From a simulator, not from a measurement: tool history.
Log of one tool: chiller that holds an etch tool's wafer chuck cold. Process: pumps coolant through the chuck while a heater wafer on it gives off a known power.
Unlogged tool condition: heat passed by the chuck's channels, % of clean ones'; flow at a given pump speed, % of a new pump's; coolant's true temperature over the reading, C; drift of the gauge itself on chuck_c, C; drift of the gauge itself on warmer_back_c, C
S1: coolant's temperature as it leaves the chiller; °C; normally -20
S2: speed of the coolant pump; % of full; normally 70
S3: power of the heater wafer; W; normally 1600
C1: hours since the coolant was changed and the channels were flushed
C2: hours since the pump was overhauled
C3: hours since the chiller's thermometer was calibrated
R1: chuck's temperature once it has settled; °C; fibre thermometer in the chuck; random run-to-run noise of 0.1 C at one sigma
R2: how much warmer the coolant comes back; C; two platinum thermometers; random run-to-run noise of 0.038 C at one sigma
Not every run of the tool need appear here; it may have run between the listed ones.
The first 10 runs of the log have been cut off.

run     day   S1  S2    S3    C1    C2    C3     R1    R2
 11  24.896  -10  70  1600  1317  3093   188    3.6  7.95
 12  27.271  -20  70  1600  1374  3150   245   -6.2  8.01
 13  30.608  -20  70  1600  1454  3230   325   -6.2  7.99
 14  33.596  -20  70  1600  1525  3302   397   -6.2  7.99
 15  35.279  -20  70  1600  1566  3342   437   -6.2  7.96
 16  36.712  -20  70  1600  1600  3377   472   -6.4     8
 17  40.075  -20  70  1600  1681  3458   553   -6.2  7.99
 18  43.329  -20  70  1600  1759  3536   631   -6.2  8.07
 19  45.025  -20  83  1150  1800  3576   671  -11.4  4.91
 20  48.017  -11  70  1279  1872  3648   743   -0.1  6.45
 21  50.446  -11  68  1279  1930  3706   801    0.3  6.72
 22  53.458  -23  65  1304  2002  3779   874  -11.1  7.22
 23  54.821  -23  65  1278  2035  3811   906  -11.6   7.1
 24  57.779  -23  65  1278  2106  3882   977  -11.4   7.1
 25  60.321  -16  82  1600  2167  3943  1038   -3.8  6.87
     63.058  -- gauge calibrated
 26  63.429  -16  82  1600  2241  4018  1113   -3.8   6.6
 27  66.567  -17  96  1600  2317  4093  1188   -6.2  5.51
 28  69.792  -17  96  1600  2394  4171  1266   -6.3  5.47
 29  72.758  -22  89  2211  2465  4242  1337   -6.4  8.29
 30  75.017  -22  89  2211  2520  4296  1391   -6.2   8.3
 31  76.988  -21  70  1600  2567  4343  1438   -7.4  7.89
 32  78.625  -21  70  1600  2606  4383  1478   -7.4  7.95

Alternative continuations, all from the tool just after run 32; predict every row:
  A  80.246  -21  62  1600  2645  4422  1517   ?   ?
  B  80.246  -27  70   878  2645  4422  1517   ?   ?
  C  80.246  -18  81  1209  2645  4422  1517   ?   ?
  D  80.246  -16  70  1101  2645  4422  1517   ?   ?

run     R1    R2
  A   -5.9  9.07
  B  -19.7  4.39
  C   -8.8  5.13
  D   -6.7  5.46
Without the tool's hidden state the same runs would have given:
run     R1    R2
  A   -5.9  8.97
  B  -19.7   4.3
  C   -8.8  5.04
  D   -6.7  5.36
